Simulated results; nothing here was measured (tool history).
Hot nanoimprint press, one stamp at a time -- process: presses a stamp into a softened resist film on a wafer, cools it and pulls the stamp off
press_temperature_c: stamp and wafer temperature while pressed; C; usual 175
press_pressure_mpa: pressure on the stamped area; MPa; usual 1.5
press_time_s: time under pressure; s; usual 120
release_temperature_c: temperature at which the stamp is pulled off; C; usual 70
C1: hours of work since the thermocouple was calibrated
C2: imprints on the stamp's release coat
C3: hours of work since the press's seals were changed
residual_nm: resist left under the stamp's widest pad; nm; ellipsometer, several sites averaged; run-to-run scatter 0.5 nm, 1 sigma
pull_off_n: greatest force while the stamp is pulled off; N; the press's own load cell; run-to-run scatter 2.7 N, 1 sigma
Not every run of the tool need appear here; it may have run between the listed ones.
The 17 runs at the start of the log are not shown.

{"run": 18, "hour": 307.5, "press_temperature_c": 175, "press_pressure_mpa": 1, "press_time_s": 120, "release_temperature_c": 70, "C1": 83, "C2": 446, "C3": 698, "residual_nm": 142.4, "pull_off_n": 157}
{"run": 19, "hour": 330.9, "press_temperature_c": 175, "press_pressure_mpa": 2.37, "press_time_s": 91, "release_temperature_c": 72, "C1": 101, "C2": 554, "C3": 716, "residual_nm": 113.4, "pull_off_n": 148}
{"run": 20, "hour": 349.9, "press_temperature_c": 165, "press_pressure_mpa": 2.05, "press_time_s": 62, "release_temperature_c": 62, "C1": 116, "C2": 642, "C3": 731, "residual_nm": 176.6, "pull_off_n": 186}
{"run": 21, "hour": 375.1, "press_temperature_c": 179, "press_pressure_mpa": 2.05, "press_time_s": 82, "release_temperature_c": 55, "C1": 135, "C2": 759, "C3": 750, "residual_nm": 110.9, "pull_off_n": 211}
{"run": 22, "hour": 398.0, "press_temperature_c": 179, "press_pressure_mpa": 2.05, "press_time_s": 172, "release_temperature_c": 61, "C1": 153, "C2": 865, "C3": 768, "residual_nm": 81.3, "pull_off_n": 187}
{"run": 23, "hour": 418.9, "press_temperature_c": 179, "press_pressure_mpa": 2.05, "press_time_s": 172, "release_temperature_c": 61, "C1": 169, "C2": 962, "C3": 784, "residual_nm": 81.4, "pull_off_n": 193}
{"run": 24, "hour": 435.1, "press_temperature_c": 185, "press_pressure_mpa": 1.89, "press_time_s": 232, "release_temperature_c": 70, "C1": 182, "C2": 1037, "C3": 797, "residual_nm": 60.6, "pull_off_n": 154}
{"hour": 451.4, "done": "stamp cleaned and given a new release coat"}
{"run": 25, "hour": 463.1, "press_temperature_c": 185, "press_pressure_mpa": 1.89, "press_time_s": 97, "release_temperature_c": 69, "C1": 199, "C2": 55, "C3": 814, "residual_nm": 90, "pull_off_n": 161}
{"run": 26, "hour": 489.4, "press_temperature_c": 167, "press_pressure_mpa": 1.5, "press_time_s": 95, "release_temperature_c": 56, "C1": 219, "C2": 176, "C3": 834, "residual_nm": 164.2, "pull_off_n": 213}
{"run": 27, "hour": 510.9, "press_temperature_c": 176, "press_pressure_mpa": 1.5, "press_time_s": 95, "release_temperature_c": 62, "C1": 236, "C2": 276, "C3": 851, "residual_nm": 129.9, "pull_off_n": 187}
{"run": 28, "hour": 525.7, "press_temperature_c": 171, "press_pressure_mpa": 1.5, "press_time_s": 113, "release_temperature_c": 70, "C1": 248, "C2": 345, "C3": 863, "residual_nm": 140.5, "pull_off_n": 157}
{"run": 29, "hour": 541.1, "press_temperature_c": 171, "press_pressure_mpa": 1.5, "press_time_s": 113, "release_temperature_c": 70, "C1": 260, "C2": 416, "C3": 875, "residual_nm": 140.2, "pull_off_n": 156}
{"run": 30, "hour": 559.3, "press_temperature_c": 171, "press_pressure_mpa": 1.5, "press_time_s": 113, "release_temperature_c": 70, "C1": 274, "C2": 500, "C3": 889, "residual_nm": 140.1, "pull_off_n": 153}

3 ways to go on from here, each from the tool as it stands after run 30. What would each give?
{"hour": 584.6, "done": "press's hydraulic seals changed and the load cell set to zero"}
{"run": "A", "hour": 584.6, "press_temperature_c": 181, "press_pressure_mpa": 1.22, "press_time_s": 187, "release_temperature_c": 70, "C1": 287, "C2": 580, "C3": 0, "residual_nm": "?", "pull_off_n": "?"}
{"hour": 584.6, "done": "press's hydraulic seals changed and the load cell set to zero"}
{"run": "B", "hour": 584.6, "press_temperature_c": 178, "press_pressure_mpa": 1.5, "press_time_s": 113, "release_temperature_c": 70, "C1": 287, "C2": 580, "C3": 0, "residual_nm": "?", "pull_off_n": "?"}
{"hour": 584.6, "done": "press's hydraulic seals changed and the load cell set to zero"}
{"run": "C", "hour": 584.6, "press_temperature_c": 175, "press_pressure_mpa": 1.88, "press_time_s": 120, "release_temperature_c": 56, "C1": 287, "C2": 580, "C3": 0, "residual_nm": "?", "pull_off_n": "?"}

run=A residual_nm=93.4 pull_off_n=156
run=B residual_nm=114 pull_off_n=151
run=C residual_nm=112.4 pull_off_n=208
Without the tool's unlogged condition, the same runs would have read:
run=A residual_nm=93.2 pull_off_n=155
run=B residual_nm=113.8 pull_off_n=150
run=C residual_nm=112.2 pull_off_n=206
